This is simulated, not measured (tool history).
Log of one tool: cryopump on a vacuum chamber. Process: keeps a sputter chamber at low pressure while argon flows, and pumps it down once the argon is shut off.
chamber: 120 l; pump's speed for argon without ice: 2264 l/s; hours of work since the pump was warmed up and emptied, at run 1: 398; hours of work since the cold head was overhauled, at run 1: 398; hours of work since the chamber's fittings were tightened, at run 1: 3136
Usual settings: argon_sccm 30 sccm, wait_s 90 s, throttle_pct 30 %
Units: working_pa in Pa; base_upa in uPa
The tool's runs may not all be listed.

run   hour  argon_sccm  wait_s  throttle_pct  hours of work since the pump was warmed up and emptied  hours of work since the cold head was overhauled  hours of work since the chamber's fittings were tightened  working_pa  base_upa
  1      0          30      90            30                                                     398                                               398                                                       3136      0.0801      1.52
  2   18.4          30      90            30                                                     411                                               411                                                       3149      0.0798      1.59
  3   32.1          30      66            30                                                     420                                               420                                                       3158      0.0793      1.82
  4   41.3          30      59            30                                                     426                                               426                                                       3165      0.0794      1.88
  5   59.4          18      59            30                                                     439                                               439                                                       3177      0.0485      1.88
  6     76          18      59            30                                                     450                                               450                                                       3188      0.0488       1.9
  7   93.5          30     169            30                                                     462                                               462                                                       3200      0.0806      1.34
  8  107.4          30      90            30                                                     471                                               471                                                       3210      0.0801      1.58
  9    119          30      90            30                                                     479                                               479                                                       3217      0.0803      1.62
 10  127.5          48      90            30                                                     485                                               485                                                       3223      0.1294      1.62
 11  142.9          48      90            30                                                     496                                               496                                                       3234      0.1305       1.6
 12  154.6          48      90            27                                                     504                                               504                                                       3242       0.145      1.65
 13  172.4          30      90            30                                                     516                                               516                                                       3254      0.0815      1.59
     182.5  -- pump warmed up, emptied and cooled again
 14  187.5          30      38            19                                                       3                                               523                                                       3261      0.1168      2.23
 15  196.8          20      41            18                                                      10                                               529                                                       3267      0.0841      2.07
 16  215.9          50      32            46                                                      23                                               542                                                       3280      0.0819      2.44
 17  232.4          55     173            30                                                      34                                               553                                                       3291      0.1385      1.13
 18  245.1          17     173            21                                                      43                                               562                                                       3300      0.0611      1.19
 19  254.4          17     173            31                                                      49                                               568                                                       3306      0.0418      1.14
 20  269.9          17     173            31                                                      60                                               579                                                       3317      0.0416      1.13
 21  284.1          17     173            31                                                      69                                               588                                                       3327      0.0417      1.14
 22  302.3          17     173            31                                                      82                                               601                                                       3339      0.0421      1.18
     312.1  -- leaking fittings of the chamber tightened, without venting
 23    320          17     173            31                                                      92                                               611                                                          5      0.0417      0.45
 24    330          17     173            31                                                      99                                               618                                                         12      0.0421      0.45
 25  344.3          17     173            31                                                     109                                               628                                                         22      0.0411      0.47

Forecast each of these 5 alternatives for the next run:
  A  363.1          15      71            19                                                     122                                               641                                                         35           ?         ?
  B  363.1          56     147            31                                                     122                                               641                                                         35           ?         ?
  C  363.1          29      64            22                                                     122                                               641                                                         35           ?         ?
  D  363.1          17     185            19                                                     122                                               641                                                         35           ?         ?
  E  363.1          17     173            40                                                     122                                               641                                                         35           ?         ?

run  working_pa  base_upa
  A      0.0593      0.94
  B      0.1373      0.51
  C      0.1008      0.97
  D      0.0675      0.45
  E      0.0321      0.49
Without the tool's hidden state the same runs would have given:
run  working_pa  base_upa
  A      0.0585      0.91
  B      0.1341      0.48
  C      0.0992      0.93
  D      0.0666      0.41
  E      0.0312      0.45

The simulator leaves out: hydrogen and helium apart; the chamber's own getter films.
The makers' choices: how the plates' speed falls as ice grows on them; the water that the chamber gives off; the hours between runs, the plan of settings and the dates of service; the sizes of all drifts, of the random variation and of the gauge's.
